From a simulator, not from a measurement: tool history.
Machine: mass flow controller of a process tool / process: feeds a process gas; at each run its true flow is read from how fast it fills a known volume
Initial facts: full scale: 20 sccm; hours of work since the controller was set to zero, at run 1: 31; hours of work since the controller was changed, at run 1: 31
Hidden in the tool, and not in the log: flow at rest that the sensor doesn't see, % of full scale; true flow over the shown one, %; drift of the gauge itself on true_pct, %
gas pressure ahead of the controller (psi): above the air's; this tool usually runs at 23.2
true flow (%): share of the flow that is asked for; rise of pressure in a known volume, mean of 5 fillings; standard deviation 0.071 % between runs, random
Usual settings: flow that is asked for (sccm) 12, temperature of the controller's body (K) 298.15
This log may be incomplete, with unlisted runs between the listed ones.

run      day  flow that is asked for (sccm)  gas pressure ahead of the controller (psi)  temperature of the controller's body (K)  hours of work since the controller was set to zero  hours of work since the controller was changed  true flow (%)
  1        0                             12                                        23.2                                    298.15                                                  31                                              31           99.3
  2    5.162                             12                                        23.2                                    298.15                                                  68                                              68          99.33
  3   10.608                             12                                        23.2                                    298.15                                                 107                                             107          99.45
  4   15.221                             12                                        23.2                                    298.15                                                 140                                             140          99.44
  5   19.521                             12                                        23.2                                    298.15                                                 171                                             171          99.29
  6   24.129                             12                                        29.4                                    298.15                                                 205                                             205          99.71
  7   27.479                             12                                        29.4                                    298.15                                                 229                                             229          99.58
  8   32.525                             12                                        29.4                                    309.15                                                 265                                             265          99.26
  9   36.083                             12                                        29.4                                    309.15                                                 291                                             291          99.16
 10   39.412                             12                                        29.4                                    309.15                                                 315                                             315          99.24
 11   42.862                             12                                        29.4                                    309.15                                                 340                                             340          99.14
 12   48.254                             12                                        29.4                                    309.15                                                 378                                             378          99.12
 13   51.238                             12                                        29.4                                    309.15                                                 400                                             400          99.33
 14   56.121                             12                                        23.2                                    296.15                                                 435                                             435           99.2
 15     59.7                              4                                        23.2                                    296.15                                                 461                                             461          99.55
 16   64.946                              4                                        23.2                                    296.15                                                 499                                             499          99.69
 17   69.367                              4                                        23.2                                    296.15                                                 531                                             531          99.66
 18   72.808                              4                                        23.2                                    296.15                                                 555                                             555          99.64
 19       78                             12                                        25.5                                    298.15                                                 593                                             593          99.37
 20   83.617                              5                                        25.5                                    298.15                                                 633                                             633          99.64
 21   88.433                              5                                        25.5                                    298.15                                                 668                                             668          99.62
 22   90.912                              5                                        25.5                                    298.15                                                 686                                             686          99.61
 23   94.538                              5                                        25.5                                    298.15                                                 712                                             712          99.62
 24     96.9                              5                                        25.5                                    298.15                                                 729                                             729          99.61
 25  102.192                              5                                        25.5                                    298.15                                                 767                                             767          99.49
 26  106.883                              5                                        38.4                                    296.15                                                 801                                             801         100.25
 27  110.979                              5                                        24.7                                    304.15                                                 830                                             830          99.22
 28  116.058                              3                                        23.2                                    298.15                                                 867                                             867          99.89
 29  118.917                              3                                        38.3                                    298.15                                                 888                                             888          100.6
 30  121.292                              3                                        20.5                                    302.15                                                 905                                             905          99.72
 31  126.083                             12                                        27.6                                    298.15                                                 939                                             939          99.56
 32  128.779                             12                                        23.2                                    301.15                                                 959                                             959          99.26
 33  133.671                              4                                        23.2                                    309.15                                                 994                                             994          99.45
 34  136.775                              3                                          38                                    296.15                                                1016                                            1016         100.82
 35  141.225                              3                                        20.9                                    298.15                                                1048                                            1048          99.96
 36  145.358                              3                                        32.5                                    311.15                                                1078                                            1078         100.01
 37  149.429                              5                                        23.2                                    310.15                                                1107                                            1107           99.1
 38  155.012                             19                                        23.2                                    295.15                                                1148                                            1148          99.43
 39  159.983                             12                                        20.6                                    295.15                                                1183                                            1183          99.31
 40  164.512                             12                                        20.6                                    295.15                                                1216                                            1216          99.38
 41  169.329                             12                                        20.6                                    295.15                                                1251                                            1251          99.47
 42  172.183                             12                                        24.1                                    303.15                                                1271                                            1271          99.12
 43  177.229                             12                                        24.1                                    303.15                                                1308                                            1308          99.21
 44  181.625                             12                                        25.1                                    303.15                                                1339                                            1339          99.25
 45  185.846                             17                                        37.9                                    298.15                                                1370                                            1370         100.09
 46  190.629                             17                                        37.9                                    301.15                                                1404                                            1404           99.9
 47  193.833                             17                                        37.9                                    301.15                                                1427                                            1427          99.88
 48  198.829                             11                                        32.5                                    299.15                                                1463                                            1463          99.72
 49  201.462                             11                                        32.5                                    299.15                                                1482                                            1482          99.75
 50  205.154                             11                                        32.5                                    299.15                                                1509                                            1509          99.78

Difference, measured minus no-hidden-state, one row per run. Run-to-run variation is common to both terms; the gauge's own scatter need not be:
run  true flow (%)
  1          -0.14
  2          -0.15
  3          -0.15
  4          -0.15
  5          -0.15
  6          -0.15
  7          -0.15
  8          -0.15
  9          -0.15
 10          -0.15
 11          -0.15
 12          -0.15
 13          -0.15
 14          -0.15
 15          +0.21
 16          +0.24
 17          +0.25
 18          +0.27
 19          -0.15
 20          +0.17
 21          +0.19
 22          +0.19
 23           +0.2
 24          +0.21
 25          +0.22
 26          +0.24
 27          +0.24
 28          +0.72
 29          +0.75
 30          +0.76
 31          -0.16
 32          -0.16
 33           +0.5
 34          +0.85
 35          +0.87
 36          +0.89
 37          +0.35
 38           -0.3
 39          -0.16
 40          -0.16
 41          -0.16
 42          -0.16
 43          -0.16
 44          -0.16
 45          -0.29
 46          -0.29
 47          -0.29
 48          -0.12
 49          -0.12
 50          -0.12
